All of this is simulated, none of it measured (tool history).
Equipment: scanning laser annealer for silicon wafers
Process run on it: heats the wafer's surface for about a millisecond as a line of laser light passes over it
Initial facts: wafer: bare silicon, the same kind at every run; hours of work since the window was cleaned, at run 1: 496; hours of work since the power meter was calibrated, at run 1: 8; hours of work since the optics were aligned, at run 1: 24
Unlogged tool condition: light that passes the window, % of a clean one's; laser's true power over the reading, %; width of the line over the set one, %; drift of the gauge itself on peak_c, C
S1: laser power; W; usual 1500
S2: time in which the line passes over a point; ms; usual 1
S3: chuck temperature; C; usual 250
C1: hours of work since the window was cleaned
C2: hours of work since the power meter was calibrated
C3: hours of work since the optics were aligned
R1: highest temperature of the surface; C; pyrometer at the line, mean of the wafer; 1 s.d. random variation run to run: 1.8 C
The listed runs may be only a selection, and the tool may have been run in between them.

run   hour    S1    S2   S3   C1   C2   C3    R1
  1      0  1500     1  250  496    8   24  1014
  2   17.2  1628     1  250  508   20   36  1100
  3   26.8  1628     1  250  514   27   43  1101
  4   41.6  1628     1  253  525   37   53  1102
  5   55.8  1628     1  253  535   47   63  1101
      62.7  -- window over the wafer cleaned
  6   67.3  1628     1  253    3   54   70  1164
  7   75.6  1628     1  253    9   60   76  1160
  8   88.7  1500  1.07  250   18   69   85  1102
  9  108.1  1500  0.87  250   32   83   98  1001
 10  121.7  1500  0.87  250   42   92  108   997
 11  137.1  1500  0.87  250   52  103  119   999
 12  148.4  1500  0.87  250   60  111  127   999
 13  158.4  1293  0.87  250   67  118  134   865
 14  173.8  1293  0.87  250   78  129  145   864
 15  188.3  1293  0.87  250   89  139  155   862

Estimate the outcome of run 16 from the log above:
 16  196.7  1591  0.75  290  94  145  161   ?

R1: 1029 C
Without the tool's hidden state the same run would have given R1 1043 C.

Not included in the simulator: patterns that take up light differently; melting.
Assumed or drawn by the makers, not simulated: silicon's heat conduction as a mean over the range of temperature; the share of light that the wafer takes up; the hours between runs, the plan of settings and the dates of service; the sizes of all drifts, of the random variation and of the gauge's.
